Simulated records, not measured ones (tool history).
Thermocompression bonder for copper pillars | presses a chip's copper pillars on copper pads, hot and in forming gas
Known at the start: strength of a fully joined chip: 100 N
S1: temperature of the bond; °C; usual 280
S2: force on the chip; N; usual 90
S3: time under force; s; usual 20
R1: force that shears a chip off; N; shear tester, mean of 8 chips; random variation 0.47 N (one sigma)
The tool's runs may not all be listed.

| run | hour | S1 | S2 | S3 | R1 |
|---|---|---|---|---|---|
| 1 | 0 | 280 | 90 | 20 | 36 |
|  | 13.6 | force cell calibrated |
| 2 | 53.1 | 280 | 81 | 20 | 34.2 |
| 3 | 115.6 | 280 | 81 | 20 | 33.2 |
| 4 | 174.9 | 280 | 90 | 56 | 50.9 |
| 5 | 242.4 | 280 | 90 | 56 | 51.5 |
|  | 254.2 | forming gas filter changed |
| 6 | 305.7 | 280 | 90 | 56 | 54.6 |
| 7 | 348.6 | 280 | 90 | 56 | 53 |
| 8 | 395 | 280 | 90 | 56 | 52.8 |
| 9 | 428.6 | 280 | 90 | 20 | 36.9 |
| 10 | 477.9 | 280 | 90 | 20 | 36.9 |
| 11 | 525.6 | 280 | 90 | 11 | 28.8 |
| 12 | 587.1 | 272 | 90 | 20 | 31.7 |
| 13 | 652 | 280 | 128 | 20 | 42.9 |
| 14 | 694.6 | 280 | 128 | 20 | 42.4 |
| 15 | 742.8 | 280 | 134 | 49 | 57.8 |
| 16 | 797.1 | 280 | 81 | 20 | 32.2 |
| 17 | 864.1 | 280 | 69 | 20 | 28.7 |
| 18 | 921 | 280 | 109 | 10 | 28 |
| 19 | 957.5 | 280 | 109 | 10 | 27.4 |
|  | 1020.7 | forming gas filter changed |
| 20 | 1020.7 | 280 | 109 | 10 | 30.1 |
| 21 | 1048.7 | 280 | 91 | 24 | 39.3 |
| 22 | 1093.9 | 280 | 91 | 24 | 38.3 |
| 23 | 1138.1 | 280 | 91 | 24 | 37.7 |
| 24 | 1185.3 | 252 | 103 | 28 | 28.7 |
| 25 | 1226.3 | 263 | 70 | 39 | 31.5 |

The same runs without the tool's hidden state, with the same run-to-run variation:
The hidden state here: true temperature of the bond over the reading, C; force that reaches the chip, % of what is set; oxide that the forming gas leaves, % of the face; drift of the gauge itself on shear_n, %.
| run | R1 |
|---|---|
| 1 | 38.4 |
| 2 | 36 |
| 3 | 35.4 |
| 4 | 54.8 |
| 5 | 56.1 |
| 6 | 55.3 |
| 7 | 54 |
| 8 | 54.2 |
| 9 | 38.2 |
| 10 | 38.5 |
| 11 | 30.3 |
| 12 | 33.8 |
| 13 | 46 |
| 14 | 45.8 |
| 15 | 62.6 |
| 16 | 35.6 |
| 17 | 32.1 |
| 18 | 31.6 |
| 19 | 31.2 |
| 20 | 31.7 |
| 21 | 41.4 |
| 22 | 40.7 |
| 23 | 40.4 |
| 24 | 31.4 |
| 25 | 34.4 |
